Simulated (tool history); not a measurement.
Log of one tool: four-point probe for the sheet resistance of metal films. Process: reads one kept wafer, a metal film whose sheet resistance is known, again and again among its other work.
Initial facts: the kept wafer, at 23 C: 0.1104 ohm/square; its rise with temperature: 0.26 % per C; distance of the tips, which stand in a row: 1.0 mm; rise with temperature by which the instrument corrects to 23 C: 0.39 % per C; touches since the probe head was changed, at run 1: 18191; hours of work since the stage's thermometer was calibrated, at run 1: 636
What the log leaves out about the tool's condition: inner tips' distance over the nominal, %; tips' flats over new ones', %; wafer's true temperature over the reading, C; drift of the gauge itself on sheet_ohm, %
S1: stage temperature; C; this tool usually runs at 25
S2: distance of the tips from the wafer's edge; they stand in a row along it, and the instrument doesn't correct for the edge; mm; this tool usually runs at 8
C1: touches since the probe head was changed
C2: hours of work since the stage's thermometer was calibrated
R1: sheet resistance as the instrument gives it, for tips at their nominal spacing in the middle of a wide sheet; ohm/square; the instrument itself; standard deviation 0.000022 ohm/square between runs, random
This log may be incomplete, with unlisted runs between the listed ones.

Run 1, hour 0: usual settings; C1 18191; C2 636. Result: R1 0.11088 ohm/square.
Run 2, hour 76.8: usual settings; C1 19533; C2 683. Result: R1 0.110912 ohm/square.
Run 3, hour 141.9: usual settings but S2 7 mm; C1 20670; C2 723. Result: R1 0.111164 ohm/square.
Run 4, hour 187.4: usual settings but S2 22 mm; C1 21464; C2 751. Result: R1 0.110072 ohm/square.
Run 5, hour 264: usual settings but S2 22 mm; C1 22802; C2 797. Result: R1 0.110031 ohm/square.
Run 6, hour 325.9: usual settings; C1 23884; C2 835. Result: R1 0.110825 ohm/square.
Run 7, hour 410.8: usual settings; C1 25366; C2 887. Result: R1 0.110824 ohm/square.
Run 8, hour 492.2: usual settings; C1 26788; C2 937. Result: R1 0.11084 ohm/square.
Run 9, hour 581.8: usual settings; C1 28353; C2 992. Result: R1 0.110766 ohm/square.
Run 10, hour 626: usual settings; C1 29126; C2 1019. Result: R1 0.110758 ohm/square.
At hour 634.3: stage's thermometer calibrated.
Run 11, hour 697.2: usual settings; C1 30360; C2 38. Result: R1 0.110677 ohm/square.
Run 12, hour 778.3: usual settings; C1 31777; C2 88. Result: R1 0.110632 ohm/square.
Run 13, hour 819.1: usual settings but S1 22 C; C1 32491; C2 113. Result: R1 0.111134 ohm/square.
Run 14, hour 880.9: usual settings but S1 22 C; C1 33570; C2 151. Result: R1 0.111045 ohm/square.
Run 15, hour 922.2: usual settings but S1 29 C, S2 39 mm; C1 34291; C2 176. Result: R1 0.109128 ohm/square.
At hour 970.6: stage's thermometer calibrated, once more.
Run 16, hour 974.5: usual settings but S1 29 C, S2 39 mm; C1 35196; C2 2. Result: R1 0.109355 ohm/square.
Run 17, hour 1022.8: usual settings but S2 4 mm; C1 36040; C2 32. Result: R1 0.113403 ohm/square.
Run 18, hour 1102.2: usual settings but S1 33 C, S2 10 mm; C1 37427; C2 80. Result: R1 0.109281 ohm/square.
Run 19, hour 1163.9: usual settings but S1 33 C, S2 18 mm; C1 38504; C2 118. Result: R1 0.10892 ohm/square.
Run 20, hour 1253: usual settings but S1 33 C, S2 18 mm; C1 40060; C2 172. Result: R1 0.108885 ohm/square.
Run 21, hour 1326.5: usual settings but S1 33 C, S2 18 mm; C1 41344; C2 217. Result: R1 0.108844 ohm/square.
Run 22, hour 1401.4: usual settings but S1 23 C, S2 21 mm; C1 42653; C2 263. Result: R1 0.110203 ohm/square.
Run 23, hour 1487.8: usual settings but S1 23 C, S2 21 mm; C1 44162; C2 316. Result: R1 0.110174 ohm/square.
Run 24, hour 1571.2: usual settings but S1 21 C, S2 7 mm; C1 45619; C2 367. Result: R1 0.111534 ohm/square.
Run 25, hour 1634.6: usual settings but S1 27 C, S2 35 mm; C1 46727; C2 406. Result: R1 0.109444 ohm/square.
Run 26, hour 1681.4: usual settings but S1 27 C, S2 35 mm; C1 47544; C2 434. Result: R1 0.109454 ohm/square.
Run 27, hour 1767.8: usual settings but S1 29 C, S2 5 mm; C1 49053; C2 487. Result: R1 0.111416 ohm/square.

Consider 3 possible next runs. They are alternatives, not a sequence: every one starts from the tool as it was left by run 27. What does each give?
Run A, hour 1841.5: usual settings but S1 21 C, S2 6 mm; C1 50341; C2 532. Result: R1 ?.
Run B, hour 1841.5: usual settings but S1 20 C, S2 5 mm; C1 50341; C2 532. Result: R1 ?.
Run C, hour 1841.5: usual settings but S1 30 C, S2 25 mm; C1 50341; C2 532. Result: R1 ?.

run        R1
  A  0.111883
  B  0.112732
  C  0.109061
Without the tool's unlogged condition, the same runs would have read:
run        R1
  A  0.112339
  B  0.113191
  C  0.109505
